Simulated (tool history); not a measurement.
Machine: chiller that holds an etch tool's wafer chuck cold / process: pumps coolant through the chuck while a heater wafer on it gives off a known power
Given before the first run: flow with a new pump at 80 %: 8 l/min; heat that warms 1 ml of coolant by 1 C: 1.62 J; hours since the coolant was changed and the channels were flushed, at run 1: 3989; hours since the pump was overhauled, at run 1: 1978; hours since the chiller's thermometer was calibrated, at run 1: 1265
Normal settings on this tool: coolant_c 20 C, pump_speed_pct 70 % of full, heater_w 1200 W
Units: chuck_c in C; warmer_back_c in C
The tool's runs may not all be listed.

run	hour	coolant_c	pump_speed_pct	heater_w	hours since the coolant was changed and the channels were flushed	hours since the pump was overhauled	hours since the chiller's thermometer was calibrated	chuck_c	warmer_back_c
1	0	20	70	1200	3989	1978	1265	36.1	6.65
2	44.4	20	70	1200	4034	2022	1310	36.2	6.62
3	67.6	20	70	1200	4057	2046	1333	36.3	6.62
4	106.4	20	70	1200	4096	2084	1372	36.3	6.56
5	144	20	70	1200	4133	2122	1409	36.2	6.62
6	172.4	20	64	1200	4162	2150	1438	37.5	7.29
7	225.5	20	66	1200	4215	2204	1491	37.1	7.04
8	263.8	20	70	1200	4253	2242	1529	36.4	6.59
9	310.5	12	70	1200	4300	2289	1576	28.2	6.64
10	344.1	12	70	1200	4333	2322	1609	28.4	6.6
11	383.8	20	93	1200	4373	2362	1649	33.4	5.02
12	414.9	10	70	1200	4404	2393	1680	26.3	6.64
13	442.1	10	70	1200	4431	2420	1708	26.4	6.68
14	494.3	10	70	1200	4483	2472	1760	26.4	6.64
15	549.6	24	70	1200	4539	2528	1815	40.4	6.66
16	600	20	70	740	4589	2578	1865	30.2	4.15
17	644.7	18	82	1459	4634	2623	1910	35.9	6.92
18	669	18	82	1459	4658	2647	1934	35.9	6.87
19	723.4	10	74	866	4713	2701	1989	21.4	4.56
20	758.7	13	89	1200	4748	2737	2024	27.1	5.19
# hour 763.2: chiller's thermometer calibrated
21	790.5	20	83	1229	4779	2768	27	35.1	5.77
22	815.9	12	70	1200	4804	2793	53	28.9	6.74
23	860.5	12	70	1200	4849	2838	97	28.8	6.74
24	889.4	12	66	807	4878	2866	126	23.9	4.77
25	931	24	70	1200	4919	2908	168	41	6.74
# hour 950.5: chiller's thermometer calibrated, once more
26	960.2	24	70	868	4947	2936	10	36.1	4.89
27	996.9	24	70	921	4984	2973	46	36.8	5.08
28	1049.5	24	70	921	5037	3026	99	36.8	5.18
29	1101.9	27	70	1538	5089	3078	151	48.3	8.71
30	1135.9	12	70	1398	5123	3112	185	31.5	7.81
31	1163.5	12	70	1398	5151	3140	213	31.4	7.83

3 ways to go on from here, each from the tool as it stands after run 31. What would each give?
A	1197.5	14	87	1200	5185	3174	247	?	?
B	1197.5	18	70	1200	5185	3174	247	?	?
C	1197.5	12	70	611	5185	3174	247	?	?

run	chuck_c	warmer_back_c
A	28.3	5.37
B	34.8	6.7
C	20.6	3.44
With no hidden state in the tool, these same runs would have given:
run	chuck_c	warmer_back_c
A	26.4	5.08
B	32.6	6.34
C	19.5	3.26

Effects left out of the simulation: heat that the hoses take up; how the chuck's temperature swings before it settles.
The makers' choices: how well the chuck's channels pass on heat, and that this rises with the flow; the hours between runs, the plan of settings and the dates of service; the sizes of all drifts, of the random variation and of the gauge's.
